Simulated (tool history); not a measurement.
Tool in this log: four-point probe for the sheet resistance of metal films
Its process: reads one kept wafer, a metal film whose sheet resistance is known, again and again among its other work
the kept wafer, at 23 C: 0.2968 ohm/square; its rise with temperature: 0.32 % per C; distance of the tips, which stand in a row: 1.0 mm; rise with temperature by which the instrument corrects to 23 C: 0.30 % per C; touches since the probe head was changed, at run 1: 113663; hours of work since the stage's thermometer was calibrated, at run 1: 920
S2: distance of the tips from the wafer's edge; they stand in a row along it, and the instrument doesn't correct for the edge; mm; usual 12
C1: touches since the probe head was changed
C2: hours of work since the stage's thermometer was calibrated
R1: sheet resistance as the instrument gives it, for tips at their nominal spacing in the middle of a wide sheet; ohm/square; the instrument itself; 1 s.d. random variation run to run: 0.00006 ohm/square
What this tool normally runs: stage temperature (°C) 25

run 1 day=0.000 | stage_temperature_(°C)=25 S2=12 | C1=113663 C2=920 | R1=0.297980
run 2 day=1.254 | stage_temperature_(°C)=25 S2=12 | C1=115039 C2=935 | R1=0.298071
run 3 day=3.338 | stage_temperature_(°C)=25 S2=12 | C1=117328 C2=961 | R1=0.298024
run 4 day=4.667 | stage_temperature_(°C)=25 S2=12 | C1=118788 C2=978 | R1=0.298062
run 5 day=5.908 | stage_temperature_(°C)=25 S2=12 | C1=120155 C2=993 | R1=0.298042
run 6 day=7.354 | stage_temperature_(°C)=25 S2=4 | C1=121742 C2=1011 | R1=0.306552
run 7 day=9.458 | stage_temperature_(°C)=25 S2=3 | C1=124052 C2=1037 | R1=0.313662
run 8 day=11.550 | stage_temperature_(°C)=21 S2=3 | C1=126353 C2=1063 | R1=0.313209
run 9 day=13.175 | stage_temperature_(°C)=29 S2=12 | C1=128137 C2=1083 | R1=0.298318
run 10 day=14.762 | stage_temperature_(°C)=28 S2=3 | C1=129881 C2=1103 | R1=0.313936
run 11 day=16.675 | stage_temperature_(°C)=28 S2=3 | C1=131983 C2=1126 | R1=0.313860
run 12 day=18.321 | stage_temperature_(°C)=19 S2=16 | C1=133788 C2=1147 | R1=0.297085
run 13 day=19.992 | stage_temperature_(°C)=24 S2=12 | C1=135624 C2=1167 | R1=0.297970
run 14 day=21.158 | stage_temperature_(°C)=31 S2=4 | C1=136904 C2=1182 | R1=0.307118
run 15 day=22.708 | stage_temperature_(°C)=24 S2=14 | C1=138609 C2=1201 | R1=0.297716
run 16 day=24.579 | stage_temperature_(°C)=26 S2=38 | C1=140665 C2=1224 | R1=0.296995

5 ways to go on from here, each from the tool as it stands after run 16. What would each give?
run A day=26.367 | stage_temperature_(°C)=22 S2=38 | C1=142625 C2=1246 | R1=?
run B day=26.367 | stage_temperature_(°C)=25 S2=47 | C1=142625 C2=1246 | R1=?
run C day=26.367 | stage_temperature_(°C)=26 S2=4 | C1=142625 C2=1246 | R1=?
run D day=26.367 | stage_temperature_(°C)=21 S2=58 | C1=142625 C2=1246 | R1=?
run E day=26.367 | stage_temperature_(°C)=18 S2=12 | C1=142625 C2=1246 | R1=?

run=A R1=0.296803
run=B R1=0.297054
run=C R1=0.306664
run=D R1=0.296610
run=E R1=0.297581
With no hidden state in the tool, these same runs would have given:
run=A R1=0.296833
run=B R1=0.297083
run=C R1=0.306694
run=D R1=0.296639
run=E R1=0.297610

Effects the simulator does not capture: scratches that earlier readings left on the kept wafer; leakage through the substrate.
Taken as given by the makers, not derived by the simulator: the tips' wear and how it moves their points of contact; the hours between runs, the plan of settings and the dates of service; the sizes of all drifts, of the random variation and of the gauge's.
